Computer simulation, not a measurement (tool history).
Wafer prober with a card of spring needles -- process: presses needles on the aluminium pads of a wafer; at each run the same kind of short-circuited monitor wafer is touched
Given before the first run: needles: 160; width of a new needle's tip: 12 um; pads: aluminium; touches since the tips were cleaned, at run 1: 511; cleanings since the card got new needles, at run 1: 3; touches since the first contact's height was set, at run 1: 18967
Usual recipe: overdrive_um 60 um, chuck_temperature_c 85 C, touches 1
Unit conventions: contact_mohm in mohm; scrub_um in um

run,hour,overdrive_um,chuck_temperature_c,touches,touches since the tips were cleaned,cleanings since the card got new needles,touches since the first contact's height was set,contact_mohm,scrub_um
1,0,60,85,1,511,3,18967,217,12.85
# hour 6.9: tips cleaned on abrasive film
2,11.6,45,85,1,3595,4,27813,374,9.6
# hour 14.4: tips cleaned on abrasive film
# hour 21.5: tips cleaned on abrasive film
# hour 28.6: tips cleaned on abrasive film
3,31.7,45,85,1,2408,7,43136,316,9.55
# hour 36.5: tips cleaned on abrasive film
# hour 44: tips cleaned on abrasive film
4,48.7,45,85,1,3659,9,56110,368,9.5
# hour 52.1: tips cleaned on abrasive film
# hour 57.2: height of the first contact set anew
# hour 60: tips cleaned on abrasive film
5,63.8,45,85,2,2900,11,5028,282,9.65
# hour 67.7: tips cleaned on abrasive film
# hour 75.6: tips cleaned on abrasive film
# hour 83.4: tips cleaned on abrasive film
6,87.7,45,85,2,3361,14,23289,279,9.55
# hour 91.2: tips cleaned on abrasive film
# hour 98.2: tips cleaned on abrasive film
7,100.9,60,34,1,2074,16,33262,255,12.8
# hour 105.3: tips cleaned on abrasive film
# hour 113: tips cleaned on abrasive film
# hour 120.9: tips cleaned on abrasive film
8,123.7,60,85,1,2155,19,50637,267,12.72
# hour 129.3: tips cleaned on abrasive film
# hour 137.6: tips cleaned on abrasive film
# hour 139.5: height of the first contact set anew
9,139.5,60,85,1,1262,21,0,234,12.91
# hour 145.3: tips cleaned on abrasive film
# hour 153.4: tips cleaned on abrasive film
10,159.5,60,56,1,4710,23,15287,308,12.87
# hour 161.3: tips cleaned on abrasive film
# hour 168.3: tips cleaned on abrasive film
# hour 176: tips cleaned on abrasive film
11,182,60,85,1,4576,26,32365,305,12.8
# hour 183.7: tips cleaned on abrasive film
# hour 190.9: tips cleaned on abrasive film
# hour 199.2: tips cleaned on abrasive film
12,204.1,60,85,1,3786,29,49188,304,12.75
# hour 206.9: tips cleaned on abrasive film
# hour 214.2: tips cleaned on abrasive film
# hour 222: tips cleaned on abrasive film
# hour 222.3: height of the first contact set anew
13,227.1,60,85,1,3709,32,3709,292,12.88
# hour 230.3: tips cleaned on abrasive film
# hour 237.5: tips cleaned on abrasive film
14,239.1,75,85,2,1282,34,12857,195,16.07
# hour 244.8: tips cleaned on abrasive film
15,249.9,67,37,1,3930,35,21085,276,14.34
# hour 252.8: tips cleaned on abrasive film
# hour 260.5: tips cleaned on abrasive film
# hour 268.2: tips cleaned on abrasive film
16,270.3,67,26,1,1575,38,36566,224,14.27
# hour 276.7: tips cleaned on abrasive film
# hour 284.1: tips cleaned on abrasive film
17,286.8,67,62,1,2061,40,49136,249,14.24
# hour 291.2: tips cleaned on abrasive film
# hour 299.2: tips cleaned on abrasive film
18,300.5,67,62,2,1017,42,59573,201,14.22
# hour 304: height of the first contact set anew
# hour 307: tips cleaned on abrasive film
19,312.7,67,97,2,4369,43,6668,247,14.35
# hour 314.5: tips cleaned on abrasive film
# hour 322.2: tips cleaned on abrasive film
20,324.2,56,64,2,1600,45,15407,236,11.97
# hour 329.4: tips cleaned on abrasive film
# hour 336.6: tips cleaned on abrasive film
21,338.6,56,64,2,1547,47,26367,234,11.95
# hour 345: tips cleaned on abrasive film
# hour 352.5: tips cleaned on abrasive film
22,355,49,64,2,1895,49,38798,256,10.4
# hour 360.5: tips cleaned on abrasive film
# hour 368.2: tips cleaned on abrasive film
# hour 376.7: tips cleaned on abrasive film
23,379.2,49,64,2,1970,52,57286,262,10.33
# hour 384.2: tips cleaned on abrasive film
# hour 386.2: height of the first contact set anew
24,390.4,49,64,2,4536,53,3252,309,10.53
# hour 391.5: tips cleaned on abrasive film
# hour 398.9: tips cleaned on abrasive film
# hour 406.9: tips cleaned on abrasive film
25,410.3,79,32,3,2634,56,18391,189,16.9
# hour 414.8: tips cleaned on abrasive film
26,421.2,79,32,3,4935,57,26745,204,16.91

What if the next run were any one of these 4? Each begins from the tool's condition after run 26:
# hour 422.8: tips cleaned on abrasive film
# hour 430.6: tips cleaned on abrasive film
# hour 437.5: tips cleaned on abrasive film
A,442.7,60,85,1,4047,60,43077,?,?
# hour 422.8: tips cleaned on abrasive film
# hour 430.6: tips cleaned on abrasive film
# hour 437.5: tips cleaned on abrasive film
B,442.7,43,30,3,4047,60,43077,?,?
# hour 422.8: tips cleaned on abrasive film
# hour 430.6: tips cleaned on abrasive film
# hour 437.5: tips cleaned on abrasive film
C,442.7,79,40,3,4047,60,43077,?,?
# hour 422.8: tips cleaned on abrasive film
# hour 430.6: tips cleaned on abrasive film
# hour 437.5: tips cleaned on abrasive film
D,442.7,65,32,3,4047,60,43077,?,?

run,contact_mohm,scrub_um
A,335,12.76
B,286,9.1
C,201,16.84
D,220,13.81
Without the tool's unlogged condition, the same runs would have read:
run,contact_mohm,scrub_um
A,184,12.9
B,176,9.24
C,165,16.98
D,167,13.95
